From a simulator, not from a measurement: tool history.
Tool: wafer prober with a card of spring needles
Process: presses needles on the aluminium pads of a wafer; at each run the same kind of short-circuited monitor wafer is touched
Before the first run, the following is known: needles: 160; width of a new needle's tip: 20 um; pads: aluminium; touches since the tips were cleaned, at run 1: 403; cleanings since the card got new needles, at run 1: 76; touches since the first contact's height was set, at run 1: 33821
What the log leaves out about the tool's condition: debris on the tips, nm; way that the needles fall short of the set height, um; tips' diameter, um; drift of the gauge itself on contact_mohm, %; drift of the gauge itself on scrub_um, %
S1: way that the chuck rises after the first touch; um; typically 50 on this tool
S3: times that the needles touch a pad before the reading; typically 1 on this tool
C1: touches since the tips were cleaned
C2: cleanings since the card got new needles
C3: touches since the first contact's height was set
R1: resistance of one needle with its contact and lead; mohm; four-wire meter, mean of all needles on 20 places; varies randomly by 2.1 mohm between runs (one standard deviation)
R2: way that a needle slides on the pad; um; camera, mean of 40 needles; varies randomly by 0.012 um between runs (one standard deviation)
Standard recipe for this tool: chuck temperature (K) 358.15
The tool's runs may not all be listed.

run 1 hour=0.0 | S1=50 chuck_temperature_(K)=358.15 S3=1 | C1=403 C2=76 C3=33821 | R1=303 R2=10.17
-- hour=16.1 tips cleaned on abrasive film
run 2 hour=21.8 | S1=50 chuck_temperature_(K)=313.15 S3=1 | C1=1984 C2=77 C3=41349 | R1=397 R2=10.17
-- hour=32.3 tips cleaned on abrasive film
-- hour=48.3 tips cleaned on abrasive film
run 3 hour=52.9 | S1=50 chuck_temperature_(K)=313.15 S3=1 | C1=1610 C2=79 C3=52058 | R1=388 R2=10.13
-- hour=66.1 tips cleaned on abrasive film
run 4 hour=73.0 | S1=50 chuck_temperature_(K)=358.15 S3=3 | C1=2393 C2=80 C3=58960 | R1=306 R2=10.13
-- hour=83.2 tips cleaned on abrasive film
-- hour=90.5 height of the first contact set anew
-- hour=98.0 tips cleaned on abrasive film
run 5 hour=106.5 | S1=50 chuck_temperature_(K)=358.15 S3=1 | C1=2942 C2=82 C3=5533 | R1=451 R2=10.06
-- hour=113.6 tips cleaned on abrasive film
-- hour=128.1 tips cleaned on abrasive film
-- hour=144.9 tips cleaned on abrasive film
run 6 hour=152.5 | S1=50 chuck_temperature_(K)=358.15 S3=1 | C1=2625 C2=85 C3=21352 | R1=451 R2=10.03
-- hour=162.6 tips cleaned on abrasive film
-- hour=178.1 tips cleaned on abrasive film
-- hour=195.7 tips cleaned on abrasive film
run 7 hour=197.2 | S1=50 chuck_temperature_(K)=367.15 S3=1 | C1=519 C2=88 C3=36747 | R1=321 R2=10.00
-- hour=212.1 tips cleaned on abrasive film
-- hour=229.9 tips cleaned on abrasive film
run 8 hour=232.8 | S1=50 chuck_temperature_(K)=367.15 S3=1 | C1=1012 C2=90 C3=48996 | R1=360 R2=9.98
-- hour=246.7 tips cleaned on abrasive film
-- hour=262.6 tips cleaned on abrasive film
-- hour=277.0 tips cleaned on abrasive film
-- hour=277.3 height of the first contact set anew
run 9 hour=282.3 | S1=50 chuck_temperature_(K)=367.15 S3=1 | C1=1727 C2=93 C3=1727 | R1=398 R2=10.22
-- hour=294.4 tips cleaned on abrasive film
-- hour=310.3 tips cleaned on abrasive film
run 10 hour=314.3 | S1=50 chuck_temperature_(K)=367.15 S3=1 | C1=1390 C2=95 C3=12750 | R1=361 R2=10.21
-- hour=325.2 tips cleaned on abrasive film
run 11 hour=338.4 | S1=50 chuck_temperature_(K)=312.15 S3=1 | C1=4575 C2=96 C3=21040 | R1=492 R2=10.21
-- hour=342.2 height of the first contact set anew, once more
-- hour=342.3 tips cleaned on abrasive film
-- hour=358.8 tips cleaned on abrasive film
-- hour=374.5 tips cleaned on abrasive film
run 12 hour=388.1 | S1=50 chuck_temperature_(K)=312.15 S3=1 | C1=4708 C2=99 C3=15786 | R1=491 R2=10.19
-- hour=390.3 tips cleaned on abrasive film
-- hour=405.4 tips cleaned on abrasive film
-- hour=422.3 tips cleaned on abrasive film
run 13 hour=428.9 | S1=50 chuck_temperature_(K)=312.15 S3=1 | C1=2277 C2=102 C3=29804 | R1=451 R2=10.15
-- hour=437.6 tips cleaned on abrasive film
-- hour=452.1 tips cleaned on abrasive film
run 14 hour=452.1 | S1=50 chuck_temperature_(K)=312.15 S3=1 | C1=0 C2=104 C3=37787 | R1=240 R2=10.15
-- hour=468.1 tips cleaned on abrasive film
-- hour=483.7 tips cleaned on abrasive film
run 15 hour=483.7 | S1=50 chuck_temperature_(K)=312.15 S3=1 | C1=0 C2=106 C3=48645 | R1=257 R2=10.13
-- hour=499.1 tips cleaned on abrasive film
run 16 hour=508.3 | S1=40 chuck_temperature_(K)=312.15 S3=1 | C1=3199 C2=107 C3=57157 | R1=591 R2=8.07
-- hour=514.8 tips cleaned on abrasive film
-- hour=527.8 height of the first contact set anew
-- hour=530.3 tips cleaned on abrasive film
-- hour=546.6 tips cleaned on abrasive film
run 17 hour=553.2 | S1=35 chuck_temperature_(K)=298.15 S3=1 | C1=2279 C2=110 C3=8733 | R1=667 R2=7.14
-- hour=562.5 tips cleaned on abrasive film
-- hour=578.6 tips cleaned on abrasive film
-- hour=594.7 tips cleaned on abrasive film
run 18 hour=603.1 | S1=35 chuck_temperature_(K)=298.15 S3=1 | C1=2897 C2=113 C3=25911 | R1=721 R2=7.10
-- hour=610.3 tips cleaned on abrasive film
-- hour=625.7 tips cleaned on abrasive film
-- hour=643.7 tips cleaned on abrasive film
run 19 hour=646.8 | S1=35 chuck_temperature_(K)=298.15 S3=1 | C1=1076 C2=116 C3=40947 | R1=456 R2=7.09
-- hour=660.0 tips cleaned on abrasive film
run 20 hour=668.6 | S1=34 chuck_temperature_(K)=352.15 S3=2 | C1=2958 C2=117 C3=48459 | R1=540 R2=6.88
-- hour=674.9 tips cleaned on abrasive film
-- hour=691.7 tips cleaned on abrasive film
run 21 hour=702.0 | S1=34 chuck_temperature_(K)=302.15 S3=1 | C1=3590 C2=119 C3=59977 | R1=804 R2=6.84
-- hour=709.3 tips cleaned on abrasive film
-- hour=716.0 height of the first contact set anew
-- hour=726.1 tips cleaned on abrasive film
run 22 hour=733.3 | S1=33 chuck_temperature_(K)=346.15 S3=2 | C1=2472 C2=121 C3=5954 | R1=526 R2=6.75
-- hour=742.5 tips cleaned on abrasive film
-- hour=757.0 tips cleaned on abrasive film
run 23 hour=763.5 | S1=33 chuck_temperature_(K)=346.15 S3=2 | C1=2256 C2=123 C3=16355 | R1=502 R2=6.71
-- hour=771.5 tips cleaned on abrasive film
run 24 hour=784.2 | S1=33 chuck_temperature_(K)=346.15 S3=2 | C1=4390 C2=124 C3=23479 | R1=563 R2=6.71
-- hour=787.8 tips cleaned on abrasive film
-- hour=805.6 tips cleaned on abrasive film
-- hour=821.9 tips cleaned on abrasive film
run 25 hour=832.0 | S1=33 chuck_temperature_(K)=346.15 S3=2 | C1=3503 C2=127 C3=39953 | R1=574 R2=6.67

For run 26, what comes out?
-- hour=837.8 tips cleaned on abrasive film
-- hour=853.5 tips cleaned on abrasive film
run 26 hour=853.5 | S1=53 chuck_temperature_(K)=334.15 S3=1 | C1=0 C2=129 C3=47326 | R1=? R2=?

{"run 26": {"R1": 247, "R2": 10.76}}
With the hidden condition absent and the run-to-run variation left alone, this run would have shown R1 233 mohm, R2 10.85 um.
